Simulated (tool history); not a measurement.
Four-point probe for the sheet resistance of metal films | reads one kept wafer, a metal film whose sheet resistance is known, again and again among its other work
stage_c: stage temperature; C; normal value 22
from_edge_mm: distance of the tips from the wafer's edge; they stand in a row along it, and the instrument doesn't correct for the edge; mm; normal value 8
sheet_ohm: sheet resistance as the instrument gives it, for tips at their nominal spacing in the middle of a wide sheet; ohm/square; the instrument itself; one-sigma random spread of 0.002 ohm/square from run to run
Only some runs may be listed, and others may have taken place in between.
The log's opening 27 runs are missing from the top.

run 28 hour=748.8 | stage_c=25 from_edge_mm=20 | sheet_ohm=9.980362
run 29 hour=773.1 | stage_c=25 from_edge_mm=7 | sheet_ohm=10.133322
run 30 hour=798.8 | stage_c=32 from_edge_mm=25 | sheet_ohm=9.930809
run 31 hour=826.2 | stage_c=19 from_edge_mm=53 | sheet_ohm=9.998163
run 32 hour=852 | stage_c=21 from_edge_mm=9 | sheet_ohm=10.08474
run 33 hour=886.3 | stage_c=26 from_edge_mm=36 | sheet_ohm=9.955884
run 34 hour=904.7 | stage_c=35 from_edge_mm=47 | sheet_ohm=9.901889
run 35 hour=931.4 | stage_c=35 from_edge_mm=47 | sheet_ohm=9.899174
run 36 hour=964.7 | stage_c=35 from_edge_mm=47 | sheet_ohm=9.898349
run 37 hour=997.7 | stage_c=35 from_edge_mm=47 | sheet_ohm=9.900198
run 38 hour=1021.3 | stage_c=35 from_edge_mm=47 | sheet_ohm=9.900786
run 39 hour=1057.4 | stage_c=22 from_edge_mm=5 | sheet_ohm=10.308721
run 40 hour=1079.1 | stage_c=22 from_edge_mm=5 | sheet_ohm=10.307155
run 41 hour=1112.6 | stage_c=22 from_edge_mm=66 | sheet_ohm=9.974805
run 42 hour=1147.6 | stage_c=19 from_edge_mm=25 | sheet_ohm=10.000731
run 43 hour=1178.2 | stage_c=27 from_edge_mm=45 | sheet_ohm=9.945521
run 44 hour=1208.7 | stage_c=27 from_edge_mm=45 | sheet_ohm=9.946838
run 45 hour=1229.4 | stage_c=19 from_edge_mm=5 | sheet_ohm=10.327081
run 46 hour=1254 | stage_c=28 from_edge_mm=53 | sheet_ohm=9.93892

3 options for the next run, each taken on its own from the tool as it stands now. Forecast them:
run A hour=1280.4 | stage_c=22 from_edge_mm=3 | sheet_ohm=?
run B hour=1280.4 | stage_c=25 from_edge_mm=8 | sheet_ohm=?
run C hour=1280.4 | stage_c=18 from_edge_mm=25 | sheet_ohm=?

run=A sheet_ohm=10.843086
run=B sheet_ohm=10.08553
run=C sheet_ohm=10.012661
Stripped of hidden state, with their random variation kept, the same runs would have yielded:
run=A sheet_ohm=10.862421
run=B sheet_ohm=10.103702
run=C sheet_ohm=10.030623
